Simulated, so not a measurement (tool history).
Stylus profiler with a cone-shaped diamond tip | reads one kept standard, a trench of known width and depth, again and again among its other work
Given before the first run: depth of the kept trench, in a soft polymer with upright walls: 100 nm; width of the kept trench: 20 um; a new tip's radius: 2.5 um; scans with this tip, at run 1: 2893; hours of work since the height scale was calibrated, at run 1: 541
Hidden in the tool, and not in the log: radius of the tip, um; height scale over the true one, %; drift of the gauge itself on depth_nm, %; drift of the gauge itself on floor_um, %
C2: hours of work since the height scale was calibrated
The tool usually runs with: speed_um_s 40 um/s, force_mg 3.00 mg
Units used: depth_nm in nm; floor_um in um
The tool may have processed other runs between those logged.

Run 1, day 0.000: usual settings; scans with this tip 2893; C2 541. Result: depth_nm 101.97 nm, floor_um 18.44 um.
Run 2, day 2.154: usual settings; scans with this tip 3100; C2 579. Result: depth_nm 102.07 nm, floor_um 18.48 um.
Run 3, day 3.308: usual settings but force_mg 8.87 mg; scans with this tip 3211; C2 600. Result: depth_nm 103.90 nm, floor_um 18.48 um.
Run 4, day 5.438: usual settings but force_mg 8.87 mg; scans with this tip 3416; C2 638. Result: depth_nm 103.91 nm, floor_um 18.48 um.
Run 5, day 7.358: usual settings but force_mg 8.87 mg; scans with this tip 3601; C2 673. Result: depth_nm 103.97 nm, floor_um 18.37 um.
Run 6, day 8.692: usual settings but force_mg 3.89 mg; scans with this tip 3729; C2 697. Result: depth_nm 102.41 nm, floor_um 18.47 um.
Run 7, day 10.438: usual settings but force_mg 3.89 mg; scans with this tip 3897; C2 728. Result: depth_nm 102.37 nm, floor_um 18.49 um.
Run 8, day 12.650: usual settings but force_mg 3.89 mg; scans with this tip 4110; C2 768. Result: depth_nm 102.46 nm, floor_um 18.42 um.
Run 9, day 13.821: usual settings but force_mg 3.89 mg; scans with this tip 4223; C2 789. Result: depth_nm 102.44 nm, floor_um 18.45 um.
Run 10, day 15.633: usual settings; scans with this tip 4397; C2 822. Result: depth_nm 102.14 nm, floor_um 18.43 um.
Run 11, day 17.004: usual settings; scans with this tip 4529; C2 846. Result: depth_nm 102.12 nm, floor_um 18.41 um.
Run 12, day 18.608: usual settings; scans with this tip 4684; C2 875. Result: depth_nm 102.13 nm, floor_um 18.40 um.
Run 13, day 21.000: usual settings; scans with this tip 4914; C2 918. Result: depth_nm 102.15 nm, floor_um 18.41 um.
Run 14, day 22.696: usual settings; scans with this tip 5077; C2 949. Result: depth_nm 102.12 nm, floor_um 18.46 um.
Run 15, day 24.971: usual settings but force_mg 1.62 mg; scans with this tip 5296; C2 990. Result: depth_nm 101.46 nm, floor_um 18.35 um.
Run 16, day 27.379: usual settings but force_mg 1.62 mg; scans with this tip 5527; C2 1033. Result: depth_nm 101.49 nm, floor_um 18.39 um.
Run 17, day 28.992: usual settings but force_mg 8.36 mg; scans with this tip 5683; C2 1062. Result: depth_nm 103.97 nm, floor_um 18.49 um.
Run 18, day 30.646: usual settings; scans with this tip 5842; C2 1092. Result: depth_nm 102.15 nm, floor_um 18.34 um.
Run 19, day 31.988: usual settings; scans with this tip 5971; C2 1116. Result: depth_nm 102.19 nm, floor_um 18.31 um.
Run 20, day 34.179: usual settings; scans with this tip 6182; C2 1155. Result: depth_nm 102.15 nm, floor_um 18.38 um.
Run 21, day 35.575: usual settings; scans with this tip 6316; C2 1180. Result: depth_nm 102.15 nm, floor_um 18.42 um.
Run 22, day 36.871: usual settings but force_mg 4.03 mg; scans with this tip 6441; C2 1204. Result: depth_nm 102.54 nm, floor_um 18.37 um.
Run 23, day 38.592: usual settings but speed_um_s 23 um/s, force_mg 1.21 mg; scans with this tip 6607; C2 1234. Result: depth_nm 101.37 nm, floor_um 18.39 um.
Run 24, day 39.788: usual settings but speed_um_s 73 um/s, force_mg 4.42 mg; scans with this tip 6722; C2 1256. Result: depth_nm 102.77 nm, floor_um 18.32 um.
Run 25, day 41.138: usual settings but speed_um_s 17 um/s, force_mg 6.89 mg; scans with this tip 6852; C2 1280. Result: depth_nm 103.57 nm, floor_um 18.46 um.
Run 26, day 43.504: usual settings but speed_um_s 49 um/s, force_mg 3.23 mg; scans with this tip 7079; C2 1323. Result: depth_nm 102.37 nm, floor_um 18.31 um.
Run 27, day 44.721: usual settings but speed_um_s 49 um/s, force_mg 3.23 mg; scans with this tip 7196; C2 1345. Result: depth_nm 102.24 nm, floor_um 18.40 um.
Run 28, day 46.333: usual settings but force_mg 1.29 mg; scans with this tip 7351; C2 1374. Result: depth_nm 101.42 nm, floor_um 18.30 um.
Run 29, day 48.167: usual settings but force_mg 1.29 mg; scans with this tip 7528; C2 1407. Result: depth_nm 101.45 nm, floor_um 18.30 um.
Run 30, day 49.658: usual settings but force_mg 1.29 mg; scans with this tip 7671; C2 1433. Result: depth_nm 101.47 nm, floor_um 18.33 um.
Run 31, day 50.875: usual settings but speed_um_s 126 um/s, force_mg 1.16 mg; scans with this tip 7789; C2 1455. Result: depth_nm 101.48 nm, floor_um 17.82 um.
Run 32, day 52.717: usual settings but speed_um_s 16 um/s, force_mg 1.49 mg; scans with this tip 7966; C2 1488. Result: depth_nm 101.54 nm, floor_um 18.43 um.
Run 33, day 54.142: usual settings but speed_um_s 63 um/s, force_mg 7.99 mg; scans with this tip 8103; C2 1514. Result: depth_nm 103.97 nm, floor_um 18.36 um.
Run 34, day 56.317: usual settings but speed_um_s 63 um/s, force_mg 7.99 mg; scans with this tip 8312; C2 1553. Result: depth_nm 103.87 nm, floor_um 18.40 um.
Run 35, day 58.683: usual settings but speed_um_s 13 um/s, force_mg 1.14 mg; scans with this tip 8540; C2 1596. Result: depth_nm 101.40 nm, floor_um 18.45 um.
Run 36, day 59.688: usual settings but speed_um_s 27 um/s, force_mg 3.46 mg; scans with this tip 8637; C2 1614. Result: depth_nm 102.40 nm, floor_um 18.44 um.
Run 37, day 61.725: usual settings but speed_um_s 45 um/s, force_mg 1.86 mg; scans with this tip 8832; C2 1650. Result: depth_nm 101.81 nm, floor_um 18.31 um.
Run 38, day 63.483: usual settings but speed_um_s 143 um/s, force_mg 1.61 mg; scans with this tip 9002; C2 1682. Result: depth_nm 101.66 nm, floor_um 17.83 um.
Run 39, day 65.000: usual settings but speed_um_s 12 um/s, force_mg 6.82 mg; scans with this tip 9148; C2 1709. Result: depth_nm 103.59 nm, floor_um 18.43 um.
Run 40, day 66.454: usual settings but speed_um_s 54 um/s, force_mg 3.80 mg; scans with this tip 9288; C2 1736. Result: depth_nm 102.58 nm, floor_um 18.32 um.
Run 41, day 68.350: usual settings but speed_um_s 21 um/s, force_mg 1.68 mg; scans with this tip 9470; C2 1770. Result: depth_nm 101.78 nm, floor_um 18.41 um.
Run 42, day 70.388: usual settings but speed_um_s 11 um/s, force_mg 5.67 mg; scans with this tip 9666; C2 1806. Result: depth_nm 103.21 nm, floor_um 18.46 um.
Run 43, day 71.771: usual settings but speed_um_s 41 um/s, force_mg 2.91 mg; scans with this tip 9799; C2 1831. Result: depth_nm 102.33 nm, floor_um 18.28 um.
Run 44, day 73.675: usual settings but speed_um_s 41 um/s, force_mg 2.91 mg; scans with this tip 9983; C2 1865. Result: depth_nm 102.27 nm, floor_um 18.37 um.

Results for each run, recomputed without the tool's hidden state and with each run's random variation untouched:
run  depth_nm  floor_um
  1    101.74     18.48
  2    101.83     18.52
  3    103.65     18.52
  4    103.65     18.52
  5    103.70     18.41
  6    102.14     18.52
  7    102.09     18.54
  8    102.18     18.47
  9    102.14     18.51
 10    101.84     18.49
 11    101.81     18.47
 12    101.81     18.47
 13    101.83     18.48
 14    101.79     18.52
 15    101.12     18.42
 16    101.14     18.46
 17    103.60     18.57
 18    101.79     18.41
 19    101.82     18.39
 20    101.77     18.46
 21    101.76     18.50
 22    102.14     18.46
 23    100.97     18.47
 24    102.36     18.41
 25    103.15     18.55
 26    101.95     18.41
 27    101.81     18.49
 28    100.99     18.40
 29    101.02     18.40
 30    101.02     18.44
 31    101.03     17.92
 32    101.09     18.53
 33    103.50     18.46
 34    103.39     18.51
 35    100.92     18.56
 36    101.91     18.55
 37    101.31     18.42
 38    101.16     17.95
 39    103.07     18.55
 40    102.06     18.45
 41    101.26     18.53
 42    102.67     18.58
 43    101.79     18.41
 44    101.72     18.50
